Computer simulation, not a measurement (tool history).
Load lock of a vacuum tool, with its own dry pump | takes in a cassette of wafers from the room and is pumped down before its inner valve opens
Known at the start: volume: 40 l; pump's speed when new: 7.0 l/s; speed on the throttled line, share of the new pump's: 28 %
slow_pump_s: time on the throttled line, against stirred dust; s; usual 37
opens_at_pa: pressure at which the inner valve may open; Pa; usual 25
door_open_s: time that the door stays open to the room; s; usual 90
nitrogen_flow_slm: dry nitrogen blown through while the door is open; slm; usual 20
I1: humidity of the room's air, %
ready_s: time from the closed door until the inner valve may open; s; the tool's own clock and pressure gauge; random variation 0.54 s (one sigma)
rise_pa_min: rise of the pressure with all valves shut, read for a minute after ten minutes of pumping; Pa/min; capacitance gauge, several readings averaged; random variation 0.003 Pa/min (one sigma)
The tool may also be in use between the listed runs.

{"run": 1, "hour": 0.0, "slow_pump_s": 37, "opens_at_pa": 25, "door_open_s": 90, "nitrogen_flow_slm": 20, "I1": 49.2, "ready_s": 76.5, "rise_pa_min": 0.174}
{"run": 2, "hour": 107.2, "slow_pump_s": 37, "opens_at_pa": 30, "door_open_s": 90, "nitrogen_flow_slm": 20, "I1": 43.2, "ready_s": 76.5, "rise_pa_min": 0.172}
{"run": 3, "hour": 210.7, "slow_pump_s": 37, "opens_at_pa": 38, "door_open_s": 90, "nitrogen_flow_slm": 20, "I1": 42.3, "ready_s": 74.1, "rise_pa_min": 0.177}
{"run": 4, "hour": 333.0, "slow_pump_s": 37, "opens_at_pa": 38, "door_open_s": 90, "nitrogen_flow_slm": 20, "I1": 43.8, "ready_s": 74.8, "rise_pa_min": 0.177}
{"run": 5, "hour": 538.8, "slow_pump_s": 37, "opens_at_pa": 38, "door_open_s": 90, "nitrogen_flow_slm": 20, "I1": 47.4, "ready_s": 74.3, "rise_pa_min": 0.188}
{"run": 6, "hour": 662.5, "slow_pump_s": 30, "opens_at_pa": 38, "door_open_s": 90, "nitrogen_flow_slm": 20, "I1": 42.0, "ready_s": 70.1, "rise_pa_min": 0.185}
{"run": 7, "hour": 804.9, "slow_pump_s": 30, "opens_at_pa": 38, "door_open_s": 90, "nitrogen_flow_slm": 20, "I1": 45.7, "ready_s": 70.0, "rise_pa_min": 0.181}
{"run": 8, "hour": 1022.1, "slow_pump_s": 30, "opens_at_pa": 38, "door_open_s": 90, "nitrogen_flow_slm": 20, "I1": 42.8, "ready_s": 69.7, "rise_pa_min": 0.189}
{"run": 9, "hour": 1147.4, "slow_pump_s": 30, "opens_at_pa": 38, "door_open_s": 90, "nitrogen_flow_slm": 20, "I1": 46.2, "ready_s": 70.0, "rise_pa_min": 0.195}
{"run": 10, "hour": 1377.1, "slow_pump_s": 30, "opens_at_pa": 38, "door_open_s": 90, "nitrogen_flow_slm": 20, "I1": 43.9, "ready_s": 70.3, "rise_pa_min": 0.204}
{"run": 11, "hour": 1579.7, "slow_pump_s": 37, "opens_at_pa": 25, "door_open_s": 30, "nitrogen_flow_slm": 20, "I1": 45.3, "ready_s": 77.3, "rise_pa_min": 0.186}
{"run": 12, "hour": 1717.2, "slow_pump_s": 37, "opens_at_pa": 25, "door_open_s": 30, "nitrogen_flow_slm": 10, "I1": 42.4, "ready_s": 77.3, "rise_pa_min": 0.187}
{"run": 13, "hour": 1914.8, "slow_pump_s": 37, "opens_at_pa": 25, "door_open_s": 30, "nitrogen_flow_slm": 5, "I1": 49.5, "ready_s": 77.1, "rise_pa_min": 0.205}
{"run": 14, "hour": 2029.1, "slow_pump_s": 37, "opens_at_pa": 25, "door_open_s": 30, "nitrogen_flow_slm": 5, "I1": 47.4, "ready_s": 78.2, "rise_pa_min": 0.209}
{"run": 15, "hour": 2154.2, "slow_pump_s": 37, "opens_at_pa": 25, "door_open_s": 30, "nitrogen_flow_slm": 5, "I1": 46.3, "ready_s": 78.0, "rise_pa_min": 0.199}
{"run": 16, "hour": 2307.7, "slow_pump_s": 37, "opens_at_pa": 25, "door_open_s": 30, "nitrogen_flow_slm": 5, "I1": 46.4, "ready_s": 77.9, "rise_pa_min": 0.212}
{"run": 17, "hour": 2485.5, "slow_pump_s": 37, "opens_at_pa": 25, "door_open_s": 30, "nitrogen_flow_slm": 5, "I1": 45.1, "ready_s": 78.1, "rise_pa_min": 0.211}
{"run": 18, "hour": 2676.3, "slow_pump_s": 37, "opens_at_pa": 25, "door_open_s": 90, "nitrogen_flow_slm": 20, "I1": 40.3, "ready_s": 77.6, "rise_pa_min": 0.222}
{"run": 19, "hour": 2913.2, "slow_pump_s": 37, "opens_at_pa": 22, "door_open_s": 90, "nitrogen_flow_slm": 45, "I1": 42.5, "ready_s": 79.2, "rise_pa_min": 0.216}
{"run": 20, "hour": 3149.9, "slow_pump_s": 37, "opens_at_pa": 25, "door_open_s": 35, "nitrogen_flow_slm": 20, "I1": 47.0, "ready_s": 78.8, "rise_pa_min": 0.218}
{"run": 21, "hour": 3253.8, "slow_pump_s": 60, "opens_at_pa": 25, "door_open_s": 196, "nitrogen_flow_slm": 4, "I1": 48.7, "ready_s": 93.3, "rise_pa_min": 0.299}
{"run": 22, "hour": 3390.1, "slow_pump_s": 60, "opens_at_pa": 25, "door_open_s": 196, "nitrogen_flow_slm": 4, "I1": 46.0, "ready_s": 94.6, "rise_pa_min": 0.299}
{"run": 23, "hour": 3586.9, "slow_pump_s": 19, "opens_at_pa": 19, "door_open_s": 57, "nitrogen_flow_slm": 39, "I1": 47.6, "ready_s": 67.9, "rise_pa_min": 0.232}
{"run": 24, "hour": 3697.3, "slow_pump_s": 19, "opens_at_pa": 19, "door_open_s": 57, "nitrogen_flow_slm": 39, "I1": 45.1, "ready_s": 68.5, "rise_pa_min": 0.235}
{"run": 25, "hour": 3901.1, "slow_pump_s": 68, "opens_at_pa": 46, "door_open_s": 74, "nitrogen_flow_slm": 5, "I1": 42.5, "ready_s": 97.2, "rise_pa_min": 0.27}
{"run": 26, "hour": 4095.6, "slow_pump_s": 37, "opens_at_pa": 41, "door_open_s": 90, "nitrogen_flow_slm": 20, "I1": 43.1, "ready_s": 75.7, "rise_pa_min": 0.264}
{"run": 27, "hour": 4271.6, "slow_pump_s": 33, "opens_at_pa": 49, "door_open_s": 101, "nitrogen_flow_slm": 27, "I1": 45.9, "ready_s": 72.2, "rise_pa_min": 0.264}
{"run": 28, "hour": 4494.0, "slow_pump_s": 33, "opens_at_pa": 33, "door_open_s": 165, "nitrogen_flow_slm": 27, "I1": 45.1, "ready_s": 75.8, "rise_pa_min": 0.28}
{"run": 29, "hour": 4686.2, "slow_pump_s": 37, "opens_at_pa": 25, "door_open_s": 90, "nitrogen_flow_slm": 20, "I1": 43.1, "ready_s": 78.8, "rise_pa_min": 0.273}
{"run": 30, "hour": 4815.4, "slow_pump_s": 32, "opens_at_pa": 25, "door_open_s": 90, "nitrogen_flow_slm": 22, "I1": 49.0, "ready_s": 76.2, "rise_pa_min": 0.278}
{"run": 31, "hour": 4954.0, "slow_pump_s": 32, "opens_at_pa": 25, "door_open_s": 90, "nitrogen_flow_slm": 22, "I1": 43.5, "ready_s": 76.0, "rise_pa_min": 0.283}
{"run": 32, "hour": 5116.7, "slow_pump_s": 32, "opens_at_pa": 25, "door_open_s": 90, "nitrogen_flow_slm": 22, "I1": 44.1, "ready_s": 76.4, "rise_pa_min": 0.28}
{"run": 33, "hour": 5323.5, "slow_pump_s": 49, "opens_at_pa": 23, "door_open_s": 71, "nitrogen_flow_slm": 13, "I1": 46.1, "ready_s": 88.0, "rise_pa_min": 0.292}
{"run": 34, "hour": 5566.7, "slow_pump_s": 43, "opens_at_pa": 21, "door_open_s": 97, "nitrogen_flow_slm": 7, "I1": 46.5, "ready_s": 85.0, "rise_pa_min": 0.322}
{"run": 35, "hour": 5813.1, "slow_pump_s": 37, "opens_at_pa": 31, "door_open_s": 95, "nitrogen_flow_slm": 10, "I1": 45.6, "ready_s": 78.3, "rise_pa_min": 0.33}
{"run": 36, "hour": 5952.9, "slow_pump_s": 37, "opens_at_pa": 38, "door_open_s": 90, "nitrogen_flow_slm": 14, "I1": 45.7, "ready_s": 76.7, "rise_pa_min": 0.316}

Measured less the same run without the tool's hidden state. The same run-to-run variation is in both; the gauge's scatter may not be:
The hidden state here: pump's speed, % of a new pump's; leak at the door's seal, Pa l/s; drift of the gauge itself on ready_s, %; drift of the gauge itself on rise_pa_min, %.
run=1 ready_s=+2.9 rise_pa_min=+0.120
run=2 ready_s=+2.9 rise_pa_min=+0.124
run=3 ready_s=+2.8 rise_pa_min=+0.128
run=4 ready_s=+2.9 rise_pa_min=+0.130
run=5 ready_s=+3.0 rise_pa_min=+0.133
run=6 ready_s=+3.1 rise_pa_min=+0.136
run=7 ready_s=+3.3 rise_pa_min=+0.135
run=8 ready_s=+3.3 rise_pa_min=+0.143
run=9 ready_s=+3.4 rise_pa_min=+0.143
run=10 ready_s=+3.5 rise_pa_min=+0.151
run=11 ready_s=+3.6 rise_pa_min=+0.153
run=12 ready_s=+3.7 rise_pa_min=+0.157
run=13 ready_s=+3.8 rise_pa_min=+0.161
run=14 ready_s=+3.9 rise_pa_min=+0.166
run=15 ready_s=+4.0 rise_pa_min=+0.164
run=16 ready_s=+4.0 rise_pa_min=+0.169
run=17 ready_s=+4.1 rise_pa_min=+0.172
run=18 ready_s=+4.3 rise_pa_min=+0.178
run=19 ready_s=+4.4 rise_pa_min=+0.182
run=20 ready_s=+4.4 rise_pa_min=+0.188
run=21 ready_s=+3.7 rise_pa_min=+0.191
run=22 ready_s=+3.8 rise_pa_min=+0.198
run=23 ready_s=+5.6 rise_pa_min=+0.202
run=24 ready_s=+5.6 rise_pa_min=+0.208
run=25 ready_s=+3.2 rise_pa_min=+0.210
run=26 ready_s=+4.6 rise_pa_min=+0.213
run=27 ready_s=+4.7 rise_pa_min=+0.217
run=28 ready_s=+5.2 rise_pa_min=+0.225
run=29 ready_s=+5.2 rise_pa_min=+0.225
run=30 ready_s=+5.6 rise_pa_min=+0.232
run=31 ready_s=+5.7 rise_pa_min=+0.236
run=32 ready_s=+5.8 rise_pa_min=+0.235
run=33 ready_s=+5.3 rise_pa_min=+0.245
run=34 ready_s=+5.7 rise_pa_min=+0.253
run=35 ready_s=+5.7 rise_pa_min=+0.262
run=36 ready_s=+5.6 rise_pa_min=+0.262

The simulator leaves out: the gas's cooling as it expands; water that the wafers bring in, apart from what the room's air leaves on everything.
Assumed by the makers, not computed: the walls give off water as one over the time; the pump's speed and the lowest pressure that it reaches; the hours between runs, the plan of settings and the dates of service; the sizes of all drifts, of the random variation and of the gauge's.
